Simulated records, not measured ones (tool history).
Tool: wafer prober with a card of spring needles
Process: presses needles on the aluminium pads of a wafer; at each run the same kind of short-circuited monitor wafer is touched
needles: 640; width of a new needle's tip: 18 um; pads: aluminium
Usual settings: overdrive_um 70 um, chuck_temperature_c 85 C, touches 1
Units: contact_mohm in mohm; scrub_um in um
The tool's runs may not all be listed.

| run | hour | overdrive_um | chuck_temperature_c | touches | contact_mohm | scrub_um |
|---|---|---|---|---|---|---|
| 1 | 0.0 | 70 | 85 | 1 | 267 | 9.08 |
| 2 | 77.8 | 70 | 85 | 1 | 270 | 9.09 |
| 3 | 146.1 | 83 | 85 | 1 | 265 | 10.76 |
| 4 | 195.2 | 70 | 122 | 1 | 280 | 9.08 |
| 5 | 234.8 | 70 | 122 | 1 | 278 | 9.05 |
| 6 | 294.8 | 70 | 122 | 1 | 277 | 9.08 |
| 7 | 359.8 | 70 | 110 | 1 | 273 | 9.12 |
| 8 | 404.2 | 70 | 85 | 1 | 267 | 9.08 |
| 9 | 454.8 | 70 | 85 | 1 | 264 | 9.11 |
| 10 | 534.9 | 70 | 85 | 1 | 272 | 9.09 |
| 11 | 581.5 | 70 | 104 | 1 | 272 | 9.09 |
| 12 | 627.3 | 70 | 104 | 1 | 268 | 9.11 |
| 13 | 700.0 | 70 | 104 | 1 | 273 | 9.12 |
| 14 | 769.1 | 70 | 85 | 1 | 268 | 9.10 |
| 15 | 821.9 | 70 | 85 | 1 | 266 | 9.12 |
| 16 | 897.4 | 70 | 85 | 2 | 263 | 9.14 |
| 17 | 962.9 | 52 | 85 | 1 | 275 | 6.80 |
| 18 | 1035.6 | 80 | 80 | 1 | 264 | 10.45 |
| 19 | 1085.0 | 80 | 80 | 2 | 264 | 10.43 |
| 20 | 1119.2 | 80 | 80 | 2 | 265 | 10.44 |
| 21 | 1189.8 | 87 | 55 | 1 | 260 | 11.39 |
| 22 | 1239.6 | 56 | 55 | 2 | 262 | 7.31 |
| 23 | 1313.0 | 56 | 92 | 2 | 274 | 7.33 |
| 24 | 1391.5 | 56 | 92 | 2 | 272 | 7.33 |
| 25 | 1437.7 | 70 | 85 | 1 | 266 | 9.17 |
| 26 | 1514.3 | 78 | 55 | 3 | 260 | 10.22 |
| 27 | 1587.1 | 62 | 92 | 1 | 271 | 8.12 |
| 28 | 1646.1 | 83 | 85 | 1 | 265 | 10.85 |
| 29 | 1689.0 | 77 | 80 | 2 | 261 | 10.12 |

Not shown: 83 entries that the log had between the listed runs. Between which runs, and how does the tool's hidden state differ before and after?
Between runs 1 and 2: tips cleaned on abrasive film (hour 4.7); tips cleaned on abrasive film (hour 26.5); tips cleaned on abrasive film (hour 48.2); tips cleaned on abrasive film (hour 70.5)
  debris on the tips, nm: 0.4 -> 0.3; drift of the gauge itself on scrub_um, %: 0 -> 0.05
  measured less the result without the state, scrub_um: +0.00 -> +0.00 um
Between runs 2 and 3: tips cleaned on abrasive film (hour 90.7); tips cleaned on abrasive film (hour 112.9); tips cleaned on abrasive film (hour 135.7)
  drift of the gauge itself on scrub_um, %: 0.05 -> 0.1
  measured less the result without the state, scrub_um: +0.00 -> +0.01 um
Between runs 3 and 4: tips cleaned on abrasive film (hour 154.3); tips cleaned on abrasive film (hour 176.6); tips cleaned on abrasive film (hour 195.2)
  debris on the tips, nm: 0.3 -> 0; way that the needles fall short of the set height, um: 0 -> 0.01; drift of the gauge itself on scrub_um, %: 0.1 -> 0.13
  measured less the result without the state, scrub_um: +0.01 -> +0.01 um
Between runs 4 and 5: tips cleaned on abrasive film (hour 217.6)
  debris on the tips, nm: 0 -> 0.4; drift of the gauge itself on scrub_um, %: 0.13 -> 0.16
  measured less the result without the state, scrub_um: +0.01 -> +0.01 um
Between runs 5 and 6: tips cleaned on abrasive film (hour 239.5); tips cleaned on abrasive film (hour 260.5); tips cleaned on abrasive film (hour 279.1)
  drift of the gauge itself on scrub_um, %: 0.16 -> 0.2
  measured less the result without the state, scrub_um: +0.01 -> +0.02 um
Between runs 6 and 7: tips cleaned on abrasive film (hour 299.6); tips cleaned on abrasive film (hour 321.1); tips cleaned on abrasive film (hour 344.0)
  drift of the gauge itself on scrub_um, %: 0.2 -> 0.24
  measured less the result without the state, scrub_um: +0.02 -> +0.02 um
Between runs 7 and 8: tips cleaned on abrasive film (hour 364.5); tips cleaned on abrasive film (hour 387.1)
  drift of the gauge itself on scrub_um, %: 0.24 -> 0.27
  measured less the result without the state, scrub_um: +0.02 -> +0.02 um
Between runs 8 and 9: tips cleaned on abrasive film (hour 409.0); tips cleaned on abrasive film (hour 430.8); tips cleaned on abrasive film (hour 452.6)
  debris on the tips, nm: 0.4 -> 0.2; drift of the gauge itself on scrub_um, %: 0.27 -> 0.3
  measured less the result without the state, scrub_um: +0.02 -> +0.03 um
Between runs 9 and 10: height of the first contact set anew (hour 459.2); tips cleaned on abrasive film (hour 473.2); tips cleaned on abrasive film (hour 493.9); tips cleaned on abrasive film (hour 515.5); tips cleaned on abrasive film (hour 534.9)
  debris on the tips, nm: 0.2 -> 0; way that the needles fall short of the set height, um: 0.01 -> 0; drift of the gauge itself on scrub_um, %: 0.3 -> 0.35
  measured less the result without the state, scrub_um: +0.03 -> +0.03 um
Between runs 10 and 11: tips cleaned on abrasive film (hour 556.0); tips cleaned on abrasive film (hour 577.8)
  debris on the tips, nm: 0 -> 0.2; drift of the gauge itself on scrub_um, %: 0.35 -> 0.39
  measured less the result without the state, scrub_um: +0.03 -> +0.03 um
Between runs 11 and 12: tips cleaned on abrasive film (hour 599.4); tips cleaned on abrasive film (hour 621.4)
  debris on the tips, nm: 0.2 -> 0.3; drift of the gauge itself on scrub_um, %: 0.39 -> 0.42
  measured less the result without the state, scrub_um: +0.03 -> +0.04 um
Between runs 12 and 13: tips cleaned on abrasive film (hour 641.3); tips cleaned on abrasive film (hour 663.4); tips cleaned on abrasive film (hour 685.8)
  debris on the tips, nm: 0.3 -> 0.4; drift of the gauge itself on scrub_um, %: 0.42 -> 0.46
  measured less the result without the state, scrub_um: +0.04 -> +0.04 um
Between runs 13 and 14: tips cleaned on abrasive film (hour 704.5); tips cleaned on abrasive film (hour 727.0); tips cleaned on abrasive film (hour 749.3); tips cleaned on abrasive film (hour 769.1)
  debris on the tips, nm: 0.4 -> 0; drift of the gauge itself on scrub_um, %: 0.46 -> 0.51
  measured less the result without the state, scrub_um: +0.04 -> +0.05 um
Between runs 14 and 15: tips cleaned on abrasive film (hour 789.1); tips cleaned on abrasive film (hour 812.3)
  debris on the tips, nm: 0 -> 0.3; way that the needles fall short of the set height, um: 0 -> 0.01; drift of the gauge itself on scrub_um, %: 0.51 -> 0.54
  measured less the result without the state, scrub_um: +0.05 -> +0.05 um
Between runs 15 and 16: tips cleaned on abrasive film (hour 831.2); tips cleaned on abrasive film (hour 854.1); tips cleaned on abrasive film (hour 877.4); tips cleaned on abrasive film (hour 897.4)
  debris on the tips, nm: 0.3 -> 0; drift of the gauge itself on scrub_um, %: 0.54 -> 0.6
  measured less the result without the state, scrub_um: +0.05 -> +0.05 um
Between runs 16 and 17: tips cleaned on abrasive film (hour 920.4); tips cleaned on abrasive film (hour 942.6); tips cleaned on abrasive film (hour 962.9)
  drift of the gauge itself on scrub_um, %: 0.6 -> 0.64
  measured less the result without the state, scrub_um: +0.05 -> +0.04 um
Between runs 17 and 18: tips cleaned on abrasive film (hour 983.0); tips cleaned on abrasive film (hour 1005.1); tips cleaned on abrasive film (hour 1027.3)
  debris on the tips, nm: 0 -> 0.3; drift of the gauge itself on scrub_um, %: 0.64 -> 0.69
  measured less the result without the state, scrub_um: +0.04 -> +0.07 um
Between runs 18 and 19: tips cleaned on abrasive film (hour 1048.3); height of the first contact set anew (hour 1053.2); tips cleaned on abrasive film (hour 1070.4)
  debris on the tips, nm: 0.3 -> 0.4; way that the needles fall short of the set height, um: 0.01 -> 0; drift of the gauge itself on scrub_um, %: 0.69 -> 0.72
  measured less the result without the state, scrub_um: +0.07 -> +0.07 um
Between runs 19 and 20: tips cleaned on abrasive film (hour 1089.1); tips cleaned on abrasive film (hour 1111.0)
  debris on the tips, nm: 0.4 -> 0.3; drift of the gauge itself on scrub_um, %: 0.72 -> 0.74
  measured less the result without the state, scrub_um: +0.07 -> +0.07 um
Between runs 20 and 21: tips cleaned on abrasive film (hour 1131.6); tips cleaned on abrasive film (hour 1152.9); tips cleaned on abrasive film (hour 1173.9)
  debris on the tips, nm: 0.3 -> 0.4; drift of the gauge itself on scrub_um, %: 0.74 -> 0.79
  measured less the result without the state, scrub_um: +0.07 -> +0.09 um
Between runs 21 and 22: tips cleaned on abrasive film (hour 1193.9); tips cleaned on abrasive film (hour 1217.1); tips cleaned on abrasive film (hour 1239.6)
  debris on the tips, nm: 0.4 -> 0; drift of the gauge itself on scrub_um, %: 0.79 -> 0.82
  measured less the result without the state, scrub_um: +0.09 -> +0.06 um
Between runs 22 and 23: tips cleaned on abrasive film (hour 1262.8); tips cleaned on abrasive film (hour 1281.4); tips cleaned on abrasive film (hour 1303.3)
  debris on the tips, nm: 0 -> 0.3; drift of the gauge itself on scrub_um, %: 0.82 -> 0.87
  measured less the result without the state, scrub_um: +0.06 -> +0.06 um
Between runs 23 and 24: tips cleaned on abrasive film (hour 1322.4); tips cleaned on abrasive film (hour 1345.6); tips cleaned on abrasive film (hour 1364.2); tips cleaned on abrasive film (hour 1387.4)
  debris on the tips, nm: 0.3 -> 0.2; drift of the gauge itself on scrub_um, %: 0.87 -> 0.92
  measured less the result without the state, scrub_um: +0.06 -> +0.07 um
Between runs 24 and 25: tips cleaned on abrasive film (hour 1408.2); tips cleaned on abrasive film (hour 1429.0)
  debris on the tips, nm: 0.2 -> 0.3; way that the needles fall short of the set height, um: 0 -> 0.01; drift of the gauge itself on scrub_um, %: 0.92 -> 0.95
  measured less the result without the state, scrub_um: +0.07 -> +0.09 um
Between runs 25 and 26: tips cleaned on abrasive film (hour 1451.2); tips cleaned on abrasive film (hour 1469.8); tips cleaned on abrasive film (hour 1492.1); tips cleaned on abrasive film (hour 1514.3)
  debris on the tips, nm: 0.3 -> 0; drift of the gauge itself on scrub_um, %: 0.95 -> 1
  measured less the result without the state, scrub_um: +0.09 -> +0.10 um
Between runs 26 and 27: tips cleaned on abrasive film (hour 1535.7); tips cleaned on abrasive film (hour 1558.6); tips cleaned on abrasive film (hour 1577.2)
  debris on the tips, nm: 0 -> 0.3; drift of the gauge itself on scrub_um, %: 1 -> 1.05
  measured less the result without the state, scrub_um: +0.10 -> +0.09 um
Between runs 27 and 28: tips cleaned on abrasive film (hour 1596.5); tips cleaned on abrasive film (hour 1618.5); tips cleaned on abrasive film (hour 1639.6)
  drift of the gauge itself on scrub_um, %: 1.05 -> 1.09
  measured less the result without the state, scrub_um: +0.09 -> +0.11 um
Between runs 28 and 29: height of the first contact set anew (hour 1650.8); tips cleaned on abrasive film (hour 1659.4); tips cleaned on abrasive film (hour 1681.4)
  way that the needles fall short of the set height, um: 0.01 -> 0; drift of the gauge itself on scrub_um, %: 1.09 -> 1.12
  measured less the result without the state, scrub_um: +0.11 -> +0.12 um
